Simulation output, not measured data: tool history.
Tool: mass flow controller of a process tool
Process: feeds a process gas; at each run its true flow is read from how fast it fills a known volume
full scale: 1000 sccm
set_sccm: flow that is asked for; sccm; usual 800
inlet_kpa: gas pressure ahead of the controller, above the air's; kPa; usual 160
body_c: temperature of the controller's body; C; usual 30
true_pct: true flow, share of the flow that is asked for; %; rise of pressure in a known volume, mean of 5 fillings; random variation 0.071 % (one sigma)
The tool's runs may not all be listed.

run 1 hour=0.0 | set_sccm=800 inlet_kpa=160 body_c=30 | true_pct=99.34
run 2 hour=347.3 | set_sccm=800 inlet_kpa=160 body_c=30 | true_pct=99.54
run 3 hour=842.6 | set_sccm=800 inlet_kpa=160 body_c=30 | true_pct=99.56
run 4 hour=1171.4 | set_sccm=287 inlet_kpa=160 body_c=30 | true_pct=98.84
run 5 hour=1469.0 | set_sccm=287 inlet_kpa=163 body_c=30 | true_pct=99.02
run 6 hour=1742.7 | set_sccm=800 inlet_kpa=160 body_c=30 | true_pct=99.57
run 7 hour=2202.7 | set_sccm=800 inlet_kpa=142 body_c=30 | true_pct=99.75
run 8 hour=2516.7 | set_sccm=800 inlet_kpa=142 body_c=30 | true_pct=99.91
run 9 hour=2943.5 | set_sccm=800 inlet_kpa=160 body_c=30 | true_pct=99.82
run 10 hour=3427.9 | set_sccm=800 inlet_kpa=160 body_c=30 | true_pct=100.04
run 11 hour=3973.5 | set_sccm=114 inlet_kpa=160 body_c=30 | true_pct=99.12
run 12 hour=4356.3 | set_sccm=114 inlet_kpa=160 body_c=30 | true_pct=99.22
run 13 hour=4630.5 | set_sccm=114 inlet_kpa=160 body_c=30 | true_pct=99.29
run 14 hour=4855.3 | set_sccm=114 inlet_kpa=160 body_c=30 | true_pct=99.25
run 15 hour=5163.0 | set_sccm=873 inlet_kpa=207 body_c=33 | true_pct=100.04
run 16 hour=5616.3 | set_sccm=873 inlet_kpa=207 body_c=33 | true_pct=100.16
run 17 hour=5914.5 | set_sccm=696 inlet_kpa=209 body_c=30 | true_pct=100.20
run 18 hour=6241.2 | set_sccm=596 inlet_kpa=242 body_c=32 | true_pct=99.92
run 19 hour=6555.4 | set_sccm=596 inlet_kpa=241 body_c=32 | true_pct=100.12
run 20 hour=6911.9 | set_sccm=272 inlet_kpa=270 body_c=27 | true_pct=100.07
run 21 hour=7322.7 | set_sccm=773 inlet_kpa=179 body_c=23 | true_pct=101.20
run 22 hour=7674.3 | set_sccm=773 inlet_kpa=179 body_c=23 | true_pct=101.17
run 23 hour=7958.6 | set_sccm=429 inlet_kpa=156 body_c=30 | true_pct=100.37
run 24 hour=8471.7 | set_sccm=429 inlet_kpa=156 body_c=30 | true_pct=100.27

Hidden state or all else? Some run-to-run changes of true_pct, split into what the settings, what came in and random variation would give without the hidden state, and what is left for the hidden state (with any gauge scatter that isn't in both results):
The hidden state here: flow at rest that the sensor doesn't see, % of full scale; true flow over the shown one, %; drift of the gauge itself on true_pct, %.
Run 2 -> 3: no setting changed, nothing entered. true_pct +0.02 %: hidden state +0.09, all else -0.07.
Run 10 -> 11: set_sccm 800 -> 114. true_pct -0.92 %: hidden state +0.07, all else -0.99.
Run 20 -> 21: set_sccm 272 -> 773, inlet_kpa 270 -> 179, body_c 27 -> 23. true_pct +1.13 %: hidden state +0.10, all else +1.03.
